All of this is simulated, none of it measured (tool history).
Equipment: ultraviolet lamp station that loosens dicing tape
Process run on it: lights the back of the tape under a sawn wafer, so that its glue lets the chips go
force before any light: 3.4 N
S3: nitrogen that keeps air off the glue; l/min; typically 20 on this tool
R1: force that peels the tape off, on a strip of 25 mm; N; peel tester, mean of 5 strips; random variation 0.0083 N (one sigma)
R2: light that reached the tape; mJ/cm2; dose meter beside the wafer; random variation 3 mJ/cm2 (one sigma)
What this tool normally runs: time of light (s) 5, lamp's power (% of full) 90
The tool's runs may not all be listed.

{"run": 1, "day": 0.0, "time of light (s)": 5, "lamp's power (% of full)": 90, "S3": 20, "R1": 0.433, "R2": 370}
{"run": 2, "day": 0.821, "time of light (s)": 5, "lamp's power (% of full)": 90, "S3": 20, "R1": 0.436, "R2": 367}
{"run": 3, "day": 1.696, "time of light (s)": 5, "lamp's power (% of full)": 90, "S3": 20, "R1": 0.456, "R2": 369}
{"run": 4, "day": 2.088, "time of light (s)": 5, "lamp's power (% of full)": 90, "S3": 20, "R1": 0.45, "R2": 373}
{"run": 5, "day": 2.642, "time of light (s)": 5, "lamp's power (% of full)": 90, "S3": 20, "R1": 0.449, "R2": 365}
{"run": 6, "day": 3.338, "time of light (s)": 5, "lamp's power (% of full)": 90, "S3": 9, "R1": 0.635, "R2": 359}
{"run": 7, "day": 4.171, "time of light (s)": 5, "lamp's power (% of full)": 90, "S3": 9, "R1": 0.6, "R2": 362}
{"run": 8, "day": 4.858, "time of light (s)": 5, "lamp's power (% of full)": 87, "S3": 20, "R1": 0.483, "R2": 352}
{"run": 9, "day": 5.358, "time of light (s)": 5, "lamp's power (% of full)": 67, "S3": 20, "R1": 0.699, "R2": 267}
{"run": 10, "day": 6.021, "time of light (s)": 5, "lamp's power (% of full)": 67, "S3": 20, "R1": 0.721, "R2": 268}
{"run": 11, "day": 6.804, "time of light (s)": 5, "lamp's power (% of full)": 67, "S3": 20, "R1": 0.721, "R2": 267}
{"run": 12, "day": 7.308, "time of light (s)": 5, "lamp's power (% of full)": 67, "S3": 20, "R1": 0.726, "R2": 261}
{"day": 7.696, "done": "window cleaned of glue's vapour"}
{"run": 13, "day": 7.892, "time of light (s)": 5, "lamp's power (% of full)": 67, "S3": 20, "R1": 0.734, "R2": 264}
{"run": 14, "day": 8.375, "time of light (s)": 5, "lamp's power (% of full)": 67, "S3": 20, "R1": 0.738, "R2": 259}
{"run": 15, "day": 9.179, "time of light (s)": 5, "lamp's power (% of full)": 65, "S3": 40, "R1": 0.65, "R2": 253}
{"run": 16, "day": 9.646, "time of light (s)": 5, "lamp's power (% of full)": 71, "S3": 9, "R1": 0.891, "R2": 279}
{"run": 17, "day": 10.475, "time of light (s)": 5, "lamp's power (% of full)": 71, "S3": 9, "R1": 0.891, "R2": 276}
{"run": 18, "day": 11.158, "time of light (s)": 5, "lamp's power (% of full)": 94, "S3": 10, "R1": 0.602, "R2": 361}
{"run": 19, "day": 11.85, "time of light (s)": 2, "lamp's power (% of full)": 77, "S3": 10, "R1": 1.796, "R2": 119}
{"run": 20, "day": 12.358, "time of light (s)": 2, "lamp's power (% of full)": 77, "S3": 10, "R1": 1.835, "R2": 116}
{"day": 12.662, "done": "window cleaned of glue's vapour, once more"}
{"run": 21, "day": 13.079, "time of light (s)": 6, "lamp's power (% of full)": 97, "S3": 29, "R1": 0.261, "R2": 466}
{"run": 22, "day": 13.896, "time of light (s)": 7, "lamp's power (% of full)": 90, "S3": 11, "R1": 0.337, "R2": 514}
{"run": 23, "day": 14.562, "time of light (s)": 7, "lamp's power (% of full)": 90, "S3": 11, "R1": 0.328, "R2": 506}
{"run": 24, "day": 15.038, "time of light (s)": 4, "lamp's power (% of full)": 74, "S3": 20, "R1": 0.832, "R2": 237}
{"run": 25, "day": 15.696, "time of light (s)": 4, "lamp's power (% of full)": 74, "S3": 20, "R1": 0.887, "R2": 235}

What if the next run were any one of these 5? Each begins from the tool's condition after run 25:
{"run": "A", "day": 16.333, "time of light (s)": 3, "lamp's power (% of full)": 80, "S3": 13, "R1": "?", "R2": "?"}
{"run": "B", "day": 16.333, "time of light (s)": 5, "lamp's power (% of full)": 95, "S3": 20, "R1": "?", "R2": "?"}
{"run": "C", "day": 16.333, "time of light (s)": 4, "lamp's power (% of full)": 61, "S3": 20, "R1": "?", "R2": "?"}
{"run": "D", "day": 16.333, "time of light (s)": 4, "lamp's power (% of full)": 74, "S3": 6, "R1": "?", "R2": "?"}
{"run": "E", "day": 16.333, "time of light (s)": 6, "lamp's power (% of full)": 82, "S3": 6, "R1": "?", "R2": "?"}

run=A R1=1.223 R2=189
run=B R1=0.418 R2=374
run=C R1=1.038 R2=191
run=D R1=1.205 R2=235
run=E R1=0.613 R2=394
Had the tool no hidden state, the same runs would have come out as:
run=A R1=0.985 R2=231
run=B R1=0.298 R2=457
run=C R1=0.817 R2=234
run=D R1=0.970 R2=287
run=E R1=0.445 R2=481
